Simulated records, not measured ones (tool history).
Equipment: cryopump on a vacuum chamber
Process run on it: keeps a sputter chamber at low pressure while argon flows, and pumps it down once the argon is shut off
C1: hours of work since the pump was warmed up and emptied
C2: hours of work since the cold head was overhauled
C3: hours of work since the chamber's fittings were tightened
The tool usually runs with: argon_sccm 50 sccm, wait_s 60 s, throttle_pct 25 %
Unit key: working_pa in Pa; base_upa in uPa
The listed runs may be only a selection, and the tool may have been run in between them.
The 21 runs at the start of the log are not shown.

{"run": 22, "day": 30.967, "argon_sccm": 49, "wait_s": 49, "throttle_pct": 41, "C1": 961, "C2": 961, "C3": 2944, "working_pa": 0.2218, "base_upa": 4.55}
{"run": 23, "day": 32.692, "argon_sccm": 49, "wait_s": 49, "throttle_pct": 41, "C1": 978, "C2": 978, "C3": 2961, "working_pa": 0.2213, "base_upa": 4.57}
{"run": 24, "day": 34.325, "argon_sccm": 42, "wait_s": 27, "throttle_pct": 25, "C1": 994, "C2": 994, "C3": 2977, "working_pa": 0.2909, "base_upa": 5.11}
{"run": 25, "day": 36.462, "argon_sccm": 26, "wait_s": 207, "throttle_pct": 44, "C1": 1015, "C2": 1015, "C3": 2997, "working_pa": 0.1118, "base_upa": 4.12}
{"run": 26, "day": 37.496, "argon_sccm": 24, "wait_s": 174, "throttle_pct": 25, "C1": 1025, "C2": 1025, "C3": 3007, "working_pa": 0.1683, "base_upa": 4.27}
{"day": 38.017, "done": "pump warmed up, emptied and cooled again"}
{"run": 27, "day": 39.038, "argon_sccm": 69, "wait_s": 62, "throttle_pct": 25, "C1": 10, "C2": 1038, "C3": 3020, "working_pa": 0.427, "base_upa": 3.27}
{"run": 28, "day": 41.233, "argon_sccm": 50, "wait_s": 77, "throttle_pct": 41, "C1": 31, "C2": 1059, "C3": 3042, "working_pa": 0.1919, "base_upa": 3.21}
{"run": 29, "day": 43.138, "argon_sccm": 50, "wait_s": 77, "throttle_pct": 41, "C1": 50, "C2": 1078, "C3": 3060, "working_pa": 0.1908, "base_upa": 3.16}
{"run": 30, "day": 44.654, "argon_sccm": 93, "wait_s": 77, "throttle_pct": 20, "C1": 65, "C2": 1093, "C3": 3075, "working_pa": 0.7306, "base_upa": 3.19}
{"run": 31, "day": 46.275, "argon_sccm": 23, "wait_s": 50, "throttle_pct": 25, "C1": 80, "C2": 1108, "C3": 3091, "working_pa": 0.1443, "base_upa": 3.48}
{"run": 32, "day": 47.704, "argon_sccm": 50, "wait_s": 60, "throttle_pct": 42, "C1": 94, "C2": 1122, "C3": 3105, "working_pa": 0.1872, "base_upa": 3.46}
{"run": 33, "day": 49.671, "argon_sccm": 50, "wait_s": 60, "throttle_pct": 42, "C1": 113, "C2": 1141, "C3": 3124, "working_pa": 0.1909, "base_upa": 3.5}
{"run": 34, "day": 51.246, "argon_sccm": 50, "wait_s": 126, "throttle_pct": 28, "C1": 129, "C2": 1157, "C3": 3139, "working_pa": 0.2819, "base_upa": 3.18}

Forecast each of these 4 alternatives for the next run:
{"run": "A", "day": 52.617, "argon_sccm": 79, "wait_s": 75, "throttle_pct": 28, "C1": 142, "C2": 1170, "C3": 3153, "working_pa": "?", "base_upa": "?"}
{"run": "B", "day": 52.617, "argon_sccm": 93, "wait_s": 80, "throttle_pct": 25, "C1": 142, "C2": 1170, "C3": 3153, "working_pa": "?", "base_upa": "?"}
{"run": "C", "day": 52.617, "argon_sccm": 43, "wait_s": 59, "throttle_pct": 44, "C1": 142, "C2": 1170, "C3": 3153, "working_pa": "?", "base_upa": "?"}
{"run": "D", "day": 52.617, "argon_sccm": 30, "wait_s": 73, "throttle_pct": 51, "C1": 142, "C2": 1170, "C3": 3153, "working_pa": "?", "base_upa": "?"}

run=A working_pa=0.4442 base_upa=3.43
run=B working_pa=0.5814 base_upa=3.39
run=C working_pa=0.1561 base_upa=3.51
run=D working_pa=0.094 base_upa=3.48
Without the tool's hidden state the same runs would have given:
run=A working_pa=0.4363 base_upa=0.76
run=B working_pa=0.5721 base_upa=0.72
run=C working_pa=0.1518 base_upa=0.85
run=D working_pa=0.091 base_upa=0.81
